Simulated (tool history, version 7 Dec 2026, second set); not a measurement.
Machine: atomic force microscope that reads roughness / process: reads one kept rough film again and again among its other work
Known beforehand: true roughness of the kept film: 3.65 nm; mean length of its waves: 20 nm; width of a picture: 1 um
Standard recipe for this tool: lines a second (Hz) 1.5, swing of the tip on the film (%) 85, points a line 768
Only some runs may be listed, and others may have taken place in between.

run,hour,lines a second (Hz),swing of the tip on the film (%),points a line,roughness of the kept film (nm (root mean square))
1,0,1.5,85,768,1.569
2,12.1,1.5,85,958,1.506
3,34.4,1.5,85,958,2.238
4,46.7,1.5,85,958,2.098
5,74.4,1.5,59,958,2.143
6,96.1,1.5,85,768,1.677
7,108.7,1.5,85,328,1.563
8,131.5,1.5,85,328,1.442
9,158.9,1.5,85,328,2.093
10,179.5,1.5,85,679,1.94
11,193.1,1.5,85,679,1.836
12,208.8,0.64,85,768,1.902
13,229.7,0.64,85,1014,1.756
14,242.5,1.5,85,768,1.504
15,265.1,1.5,85,768,2.163
16,278,1.5,85,768,2.024
17,302.8,1.5,85,286,1.762
18,322,1.5,85,768,1.674
19,346.4,1.5,85,768,1.54
20,361.9,1.5,85,768,2.321
21,383.8,1.5,85,768,2.081
22,411.5,1.5,85,768,1.81
23,426.3,1.5,85,768,1.714
24,445.5,1.5,85,768,1.588
25,458.6,1.5,85,469,1.51
26,478,1.15,85,768,2.336
27,505.5,0.84,68,319,2.205
28,532.1,3.36,85,262,1.377
29,554.6,0.52,85,517,1.777
30,579.3,3.42,69,768,2.356
31,604.6,3.04,69,768,2.109
32,632.1,3.04,70,638,1.835
33,650.7,3.04,70,638,1.697
34,677.2,3.04,70,638,1.546
35,704.1,2.07,89,588,1.979
36,725.5,2.07,89,588,1.768
37,744.2,1.5,83,768,1.85
38,770.4,1.5,83,768,1.659
39,790.6,1.14,77,768,1.673
40,815.5,1.21,85,548,2.296
41,829.7,1.44,64,768,2.365
42,843.1,1.44,64,768,2.223
43,859.1,1.38,87,768,1.802
44,872.9,1.15,70,496,1.936
45,899.3,2.86,90,671,1.254
46,926,0.79,57,699,2.611
47,950.4,0.75,68,439,2.255
48,976,1.61,68,410,1.922
49,988.7,0.73,80,351,1.841
50,1005.3,0.73,80,351,1.726
51,1020,0.69,71,445,1.707
52,1032.4,1.5,85,1002,2.289

Withheld: 12 entries from between the runs. Position of each, and hidden state at the listed run before versus the listed run after:
After run 2, before run 3: new tip fitted (hour 26.3)
  radius of the tip, nm: 27.4 -> 9.5; height scale over the true one, %: -0.31 -> -0.32
  measured result minus the result with no hidden state, roughness of the kept film (nm (root mean square)): -0.894 -> -0.167
After run 8, before run 9: new tip fitted (hour 137.2)
  radius of the tip, nm: 28.6 -> 11.2; height scale over the true one, %: -0.36 -> -0.37
  measured result minus the result with no hidden state, roughness of the kept film (nm (root mean square)): -0.897 -> -0.264
After run 14, before run 15: new tip fitted (hour 248)
  radius of the tip, nm: 27.4 -> 10.6; height scale over the true one, %: -0.4 -> -0.41
  measured result minus the result with no hidden state, roughness of the kept film (nm (root mean square)): -0.89 -> -0.231
After run 19, before run 20: new tip fitted (hour 358.5)
  radius of the tip, nm: 26.3 -> 7.8
  measured result minus the result with no hidden state, roughness of the kept film (nm (root mean square)): -0.864 -> -0.067
After run 25, before run 26: new tip fitted (hour 469.5)
  radius of the tip, nm: 26.9 -> 9.3
  measured result minus the result with no hidden state, roughness of the kept film (nm (root mean square)): -0.88 -> -0.167
After run 29, before run 30: new tip fitted (hour 579.3)
  radius of the tip, nm: 24.7 -> 7.2; height scale over the true one, %: -0.54 -> -0.55
  measured result minus the result with no hidden state, roughness of the kept film (nm (root mean square)): -0.922 -> -0.029
After run 32, before run 33: height scale calibrated on a step standard (hour 635)
  radius of the tip, nm: 17.4 -> 21.2; height scale over the true one, %: -0.57 -> -0.85
  measured result minus the result with no hidden state, roughness of the kept film (nm (root mean square)): -0.563 -> -0.717
After run 33, before run 34: height scale calibrated on a step standard, once more (hour 676.3)
  radius of the tip, nm: 21.2 -> 26.2; height scale over the true one, %: -0.85 -> -0.02
  measured result minus the result with no hidden state, roughness of the kept film (nm (root mean square)): -0.717 -> -0.858
After run 34, before run 35: new tip fitted (hour 691.4)
  radius of the tip, nm: 26.2 -> 9.8; height scale over the true one, %: -0.02 -> -0.03
  measured result minus the result with no hidden state, roughness of the kept film (nm (root mean square)): -0.858 -> -0.16
After run 39, before run 40: new tip fitted (hour 803.4)
  radius of the tip, nm: 26.5 -> 9.8; height scale over the true one, %: -0.06 -> -0.07
  measured result minus the result with no hidden state, roughness of the kept film (nm (root mean square)): -0.944 -> -0.186
After run 45, before run 46: new tip fitted (hour 914)
  radius of the tip, nm: 25.4 -> 9.7; height scale over the true one, %: -0.11 -> -0.12
  measured result minus the result with no hidden state, roughness of the kept film (nm (root mean square)): -0.666 -> -0.208
After run 51, before run 52: new tip fitted (hour 1024.6)
  radius of the tip, nm: 28.1 -> 8.5; height scale over the true one, %: -0.16 -> -0.17
  measured result minus the result with no hidden state, roughness of the kept film (nm (root mean square)): -1.038 -> -0.102
